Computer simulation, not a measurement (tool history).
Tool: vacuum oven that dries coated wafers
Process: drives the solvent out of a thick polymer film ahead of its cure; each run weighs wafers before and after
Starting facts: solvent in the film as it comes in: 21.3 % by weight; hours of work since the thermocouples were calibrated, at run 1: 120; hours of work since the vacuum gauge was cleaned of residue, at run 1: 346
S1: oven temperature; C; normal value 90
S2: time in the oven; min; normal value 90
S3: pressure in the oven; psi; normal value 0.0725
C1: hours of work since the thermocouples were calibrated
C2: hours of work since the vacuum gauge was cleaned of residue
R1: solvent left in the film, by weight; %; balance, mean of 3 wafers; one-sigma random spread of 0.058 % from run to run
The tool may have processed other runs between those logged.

run	hour	S1	S2	S3	C1	C2	R1
1	0	90	90	0.0725	120	346	2.95
2	6	90	90	0.0725	124	350	2.93
3	17.8	90	90	0.0725	132	357	2.97
4	27.8	90	90	0.0725	139	364	3.14
5	35.8	90	90	0.0725	144	369	2.93
6	46.9	90	90	0.0725	151	376	2.92
7	55.6	90	90	0.0725	157	382	2.89
8	65.8	92	90	0.0725	164	389	2.61
9	78.9	92	90	0.06	172	398	2.49
10	88.1	82	134	0.0598	178	404	2.81
11	97.5	82	134	0.0598	185	410	2.81
# hour 100.1: oven's thermocouples calibrated
12	108.9	82	135	0.0598	6	416	2.82
13	119.6	82	71	0.0751	13	423	6.3
# hour 129.7: oven's thermocouples calibrated, once more
14	132.4	82	48	0.0451	2	430	8.54
15	144	77	90	0.2627	9	438	8.23
16	158.4	80	88	0.1269	19	447	6.36

3 ways to go on from here, each from the tool as it stands after run 16. What would each give?
A	165.9	77	118	0.1845	24	452	?
B	165.9	80	51	0.1269	24	452	?
C	165.9	90	62	0.141	24	452	?

run	R1
A	6.14
B	9.43
C	5.34
Stripped of hidden state, with their random variation kept, the same runs would have yielded:
run	R1
A	5.96
B	9.33
C	5.25

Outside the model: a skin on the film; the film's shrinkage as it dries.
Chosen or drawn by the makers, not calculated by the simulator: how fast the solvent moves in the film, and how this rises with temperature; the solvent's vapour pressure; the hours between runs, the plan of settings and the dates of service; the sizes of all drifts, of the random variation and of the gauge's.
